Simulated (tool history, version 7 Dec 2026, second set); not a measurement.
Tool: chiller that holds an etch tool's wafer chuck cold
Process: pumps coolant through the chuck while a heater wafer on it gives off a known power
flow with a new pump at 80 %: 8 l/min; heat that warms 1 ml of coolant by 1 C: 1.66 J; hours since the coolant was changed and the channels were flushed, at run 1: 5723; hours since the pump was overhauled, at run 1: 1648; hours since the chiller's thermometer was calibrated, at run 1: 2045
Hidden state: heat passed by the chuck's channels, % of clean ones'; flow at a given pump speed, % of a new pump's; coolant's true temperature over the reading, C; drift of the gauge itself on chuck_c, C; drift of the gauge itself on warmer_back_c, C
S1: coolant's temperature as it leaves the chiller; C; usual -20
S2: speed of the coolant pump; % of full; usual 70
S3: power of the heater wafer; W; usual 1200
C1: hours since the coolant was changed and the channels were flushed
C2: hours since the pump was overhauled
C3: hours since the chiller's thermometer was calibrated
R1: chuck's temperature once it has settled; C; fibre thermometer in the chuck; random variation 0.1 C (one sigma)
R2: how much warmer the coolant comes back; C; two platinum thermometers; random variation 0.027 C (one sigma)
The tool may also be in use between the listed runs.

run 1 day=0.000 | S1=-20 S2=70 S3=1200 | C1=5723 C2=1648 C3=2045 | R1=-6.3 R2=6.33
run 2 day=2.921 | S1=-20 S2=70 S3=1200 | C1=5793 C2=1718 C3=2115 | R1=-6.6 R2=6.36
run 3 day=4.533 | S1=-20 S2=70 S3=1200 | C1=5832 C2=1756 C3=2153 | R1=-6.2 R2=6.30
run 4 day=6.550 | S1=-20 S2=70 S3=1200 | C1=5880 C2=1805 C3=2202 | R1=-6.4 R2=6.43
run 5 day=9.229 | S1=-20 S2=70 S3=1200 | C1=5945 C2=1869 C3=2266 | R1=-6.2 R2=6.32
run 6 day=11.421 | S1=-20 S2=70 S3=1200 | C1=5997 C2=1922 C3=2319 | R1=-6.3 R2=6.35
run 7 day=14.388 | S1=-20 S2=70 S3=1200 | C1=6068 C2=1993 C3=2390 | R1=-6.3 R2=6.32
run 8 day=16.996 | S1=-20 S2=70 S3=1200 | C1=6131 C2=2055 C3=2452 | R1=-6.5 R2=6.33
run 9 day=19.321 | S1=-20 S2=70 S3=725 | C1=6187 C2=2111 C3=2508 | R1=-11.7 R2=3.88
run 10 day=21.875 | S1=-10 S2=70 S3=1451 | C1=6248 C2=2173 C3=2570 | R1=6.8 R2=7.71
run 11 day=24.729 | S1=-10 S2=70 S3=1451 | C1=6317 C2=2241 C3=2638 | R1=6.7 R2=7.65
run 12 day=26.596 | S1=-29 S2=61 S3=1021 | C1=6361 C2=2286 C3=2683 | R1=-16.1 R2=6.27
run 13 day=28.442 | S1=-29 S2=94 S3=704 | C1=6406 C2=2330 C3=2727 | R1=-22.4 R2=2.72

The same runs without the tool's hidden state, with the same run-to-run variation:
run=1 R1=-8.3 R2=6.26
run=2 R1=-8.6 R2=6.30
run=3 R1=-8.3 R2=6.23
run=4 R1=-8.4 R2=6.36
run=5 R1=-8.3 R2=6.25
run=6 R1=-8.4 R2=6.27
run=7 R1=-8.4 R2=6.24
run=8 R1=-8.6 R2=6.25
run=9 R1=-13.0 R2=3.83
run=10 R1=4.1 R2=7.60
run=11 R1=3.9 R2=7.53
run=12 R1=-18.2 R2=6.18
run=13 R1=-23.5 R2=2.68

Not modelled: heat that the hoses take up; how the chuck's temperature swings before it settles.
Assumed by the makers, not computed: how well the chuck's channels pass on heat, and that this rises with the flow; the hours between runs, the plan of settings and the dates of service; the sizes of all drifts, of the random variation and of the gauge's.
